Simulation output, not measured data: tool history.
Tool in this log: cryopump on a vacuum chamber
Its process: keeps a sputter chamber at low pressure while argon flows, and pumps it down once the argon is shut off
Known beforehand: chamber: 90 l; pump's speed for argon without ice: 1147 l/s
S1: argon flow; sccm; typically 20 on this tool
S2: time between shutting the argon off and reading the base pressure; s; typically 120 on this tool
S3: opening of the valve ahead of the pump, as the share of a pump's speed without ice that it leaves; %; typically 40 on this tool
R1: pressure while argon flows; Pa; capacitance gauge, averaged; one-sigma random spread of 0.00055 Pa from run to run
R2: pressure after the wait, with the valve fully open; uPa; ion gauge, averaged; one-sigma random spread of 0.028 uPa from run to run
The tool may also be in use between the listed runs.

run	day	S1	S2	S3	R1	R2
1	0.000	20	120	40	0.0752	2.05
2	0.692	20	120	19	0.1569	2.05
3	1.404	20	120	19	0.1565	2.11
4	2.121	20	120	33	0.0906	2.09
5	3.171	20	120	40	0.0750	2.12
6	3.779	20	47	40	0.0751	3.75
7	4.379	20	47	40	0.0751	3.79

What will run 8 give?
8	5.408	19	241	23	?	?

Logged for run 8: R1 0.1249 Pa, R2 1.61 uPa.
Take away the tool's hidden state, keep the run-to-run variation as it was, and the same run would have given R1 0.1233 Pa, R2 0.79 uPa.
